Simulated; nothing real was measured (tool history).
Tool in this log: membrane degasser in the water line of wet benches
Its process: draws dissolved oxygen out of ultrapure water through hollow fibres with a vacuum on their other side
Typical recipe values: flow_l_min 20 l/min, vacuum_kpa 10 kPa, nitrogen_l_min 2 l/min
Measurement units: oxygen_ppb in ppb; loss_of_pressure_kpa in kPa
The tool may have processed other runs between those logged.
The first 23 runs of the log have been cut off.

run    hour  flow_l_min  vacuum_kpa  nitrogen_l_min  oxygen_ppb  loss_of_pressure_kpa
 24    5566          20        16.6            3.49       195.7                 72.62
 25  5900.7          20        16.6            3.49       193.7                 72.85
 26  6066.5          20        10.7            3.49       115.8                 72.62
 27    6344          20        10.7            3.49       118.6                 73.12
 28  6536.6          20        10.7            3.49       114.6                 73.15
 29  6867.6          20        10.7            3.49       118.7                 73.16
 30  7061.2          27         7.8            2.19       157.9                 98.68
 31  7333.9          26        17.2            2.86       315.1                 96.08
 32  7563.4          20        14.6             1.9       293.3                 73.86
 33    7733          16        14.6            1.15       373.7                 58.93

Predict each of these 3 candidate next runs independently; none follows another, all start after run 33:
  A  8070.2          13        20.6            5.51           ?                     ?
  B  8070.2          27         6.4             2.6           ?                     ?
  C  8070.2          16        14.6            1.15           ?                     ?

run  oxygen_ppb  loss_of_pressure_kpa
  A       111.6                 48.42
  B       106.7                100.12
  C       376.3                 59.38
The same runs, with their run-to-run variation unchanged, on a tool lacking any hidden condition would have given:
run  oxygen_ppb  loss_of_pressure_kpa
  A       104.6                 43.48
  B        89.8                 89.95
  C       360.6                 53.35
